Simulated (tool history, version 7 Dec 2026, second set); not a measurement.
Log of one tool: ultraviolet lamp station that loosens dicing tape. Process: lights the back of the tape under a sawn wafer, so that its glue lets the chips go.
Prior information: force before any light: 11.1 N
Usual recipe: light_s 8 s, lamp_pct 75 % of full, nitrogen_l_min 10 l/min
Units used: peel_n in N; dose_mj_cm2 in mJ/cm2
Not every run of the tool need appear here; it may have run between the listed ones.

Run 1, hour 0.0: usual settings. Result: peel_n 0.511 N, dose_mj_cm2 313 mJ/cm2.
Run 2, hour 13.7: usual settings. Result: peel_n 0.544 N, dose_mj_cm2 312 mJ/cm2.
Run 3, hour 21.9: usual settings. Result: peel_n 0.507 N, dose_mj_cm2 310 mJ/cm2.
Run 4, hour 34.6: usual settings. Result: peel_n 0.535 N, dose_mj_cm2 313 mJ/cm2.
Run 5, hour 47.0: usual settings. Result: peel_n 0.517 N, dose_mj_cm2 314 mJ/cm2.
Run 6, hour 57.8: usual settings but light_s 6 s. Result: peel_n 0.979 N, dose_mj_cm2 236 mJ/cm2.
Run 7, hour 70.7: usual settings but light_s 6 s. Result: peel_n 1.003 N, dose_mj_cm2 236 mJ/cm2.
Run 8, hour 78.7: usual settings but lamp_pct 61 % of full, nitrogen_l_min 4 l/min. Result: peel_n 1.436 N, dose_mj_cm2 252 mJ/cm2.
Run 9, hour 93.3: usual settings but lamp_pct 99 % of full, nitrogen_l_min 4 l/min. Result: peel_n 0.544 N, dose_mj_cm2 404 mJ/cm2.
Run 10, hour 104.7: usual settings but lamp_pct 92 % of full, nitrogen_l_min 11 l/min. Result: peel_n 0.353 N, dose_mj_cm2 378 mJ/cm2.
Run 11, hour 112.2: usual settings but light_s 12 s, lamp_pct 73 % of full, nitrogen_l_min 4 l/min. Result: peel_n 0.437 N, dose_mj_cm2 449 mJ/cm2.
Run 12, hour 122.8: usual settings but light_s 6 s, lamp_pct 87 % of full, nitrogen_l_min 6 l/min. Result: peel_n 0.996 N, dose_mj_cm2 269 mJ/cm2.

Run 13 has not been measured yet. What should we expect?
Run 13, hour 129.4: usual settings but lamp_pct 89 % of full, nitrogen_l_min 7 l/min. Result: peel_n ?, dose_mj_cm2 ?.

{"run 13": {"peel_n": 0.465, "dose_mj_cm2": 370}}
Minus the tool's unlogged condition, the same run would have read peel_n 0.408 N, dose_mj_cm2 395 mJ/cm2.

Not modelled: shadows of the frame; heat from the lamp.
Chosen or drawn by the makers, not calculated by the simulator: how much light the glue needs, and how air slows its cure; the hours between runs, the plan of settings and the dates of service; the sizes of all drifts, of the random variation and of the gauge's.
